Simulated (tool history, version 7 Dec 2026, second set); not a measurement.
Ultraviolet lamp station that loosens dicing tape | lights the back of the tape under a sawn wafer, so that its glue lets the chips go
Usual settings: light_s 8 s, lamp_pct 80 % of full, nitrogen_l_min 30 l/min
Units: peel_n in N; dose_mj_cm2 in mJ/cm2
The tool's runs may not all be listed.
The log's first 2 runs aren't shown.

run 3 hour=18.2 | light_s=8 lamp_pct=80 nitrogen_l_min=30 | peel_n=0.422 dose_mj_cm2=463
run 4 hour=25.5 | light_s=8 lamp_pct=80 nitrogen_l_min=30 | peel_n=0.414 dose_mj_cm2=465
run 5 hour=34.2 | light_s=8 lamp_pct=80 nitrogen_l_min=30 | peel_n=0.424 dose_mj_cm2=459
run 6 hour=40.1 | light_s=8 lamp_pct=85 nitrogen_l_min=30 | peel_n=0.393 dose_mj_cm2=494
run 7 hour=49.8 | light_s=8 lamp_pct=85 nitrogen_l_min=30 | peel_n=0.369 dose_mj_cm2=490
run 8 hour=56.1 | light_s=8 lamp_pct=85 nitrogen_l_min=30 | peel_n=0.395 dose_mj_cm2=493
run 9 hour=62.6 | light_s=8 lamp_pct=85 nitrogen_l_min=30 | peel_n=0.399 dose_mj_cm2=490
run 10 hour=72.0 | light_s=8 lamp_pct=68 nitrogen_l_min=30 | peel_n=0.578 dose_mj_cm2=389
run 11 hour=79.2 | light_s=8 lamp_pct=80 nitrogen_l_min=33 | peel_n=0.408 dose_mj_cm2=454
run 12 hour=86.5 | light_s=8 lamp_pct=80 nitrogen_l_min=30 | peel_n=0.409 dose_mj_cm2=455
run 13 hour=92.1 | light_s=8 lamp_pct=80 nitrogen_l_min=30 | peel_n=0.431 dose_mj_cm2=455
run 14 hour=96.2 | light_s=8 lamp_pct=80 nitrogen_l_min=30 | peel_n=0.433 dose_mj_cm2=456
run 15 hour=103.7 | light_s=8 lamp_pct=80 nitrogen_l_min=30 | peel_n=0.427 dose_mj_cm2=456
run 16 hour=110.1 | light_s=8 lamp_pct=80 nitrogen_l_min=24 | peel_n=0.504 dose_mj_cm2=453
run 17 hour=119.9 | light_s=8 lamp_pct=80 nitrogen_l_min=30 | peel_n=0.413 dose_mj_cm2=458
run 18 hour=125.7 | light_s=8 lamp_pct=80 nitrogen_l_min=30 | peel_n=0.420 dose_mj_cm2=450

Run 19 comes next. What will it give?
run 19 hour=133.6 | light_s=8 lamp_pct=80 nitrogen_l_min=28 | peel_n=? dose_mj_cm2=?

peel_n: 0.447 N
dose_mj_cm2: 446 mJ/cm2
Without the tool's hidden state the same run would have given peel_n 0.352 N, dose_mj_cm2 518 mJ/cm2.

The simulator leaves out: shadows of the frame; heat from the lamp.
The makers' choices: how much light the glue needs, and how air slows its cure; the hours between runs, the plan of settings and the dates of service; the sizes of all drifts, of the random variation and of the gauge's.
